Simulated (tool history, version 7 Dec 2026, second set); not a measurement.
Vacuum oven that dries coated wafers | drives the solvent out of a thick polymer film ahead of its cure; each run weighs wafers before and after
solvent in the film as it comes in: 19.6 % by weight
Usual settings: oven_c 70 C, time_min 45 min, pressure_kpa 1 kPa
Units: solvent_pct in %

run 1 day=0 | oven_c=70 time_min=45 pressure_kpa=1 | solvent_pct=0.61
run 2 day=1.008 | oven_c=66 time_min=45 pressure_kpa=1 | solvent_pct=1.22
-- day=1.738 oven's thermocouples calibrated
run 3 day=2.354 | oven_c=66 time_min=45 pressure_kpa=1 | solvent_pct=1.55
run 4 day=3.025 | oven_c=66 time_min=45 pressure_kpa=1 | solvent_pct=1.54
run 5 day=3.804 | oven_c=66 time_min=45 pressure_kpa=1 | solvent_pct=1.59
run 6 day=4.488 | oven_c=66 time_min=45 pressure_kpa=1 | solvent_pct=1.56
run 7 day=5.142 | oven_c=57 time_min=38 pressure_kpa=3.17 | solvent_pct=6.2
run 8 day=6.317 | oven_c=85 time_min=41 pressure_kpa=0.78 | solvent_pct=0.11

Run 9 comes next. What will it give?
run 9 day=7.542 | oven_c=85 time_min=41 pressure_kpa=0.78 | solvent_pct=?

{"run 9": {"solvent_pct": 0.11}}
Without the tool's hidden state the same run would have given solvent_pct 0.1 %.
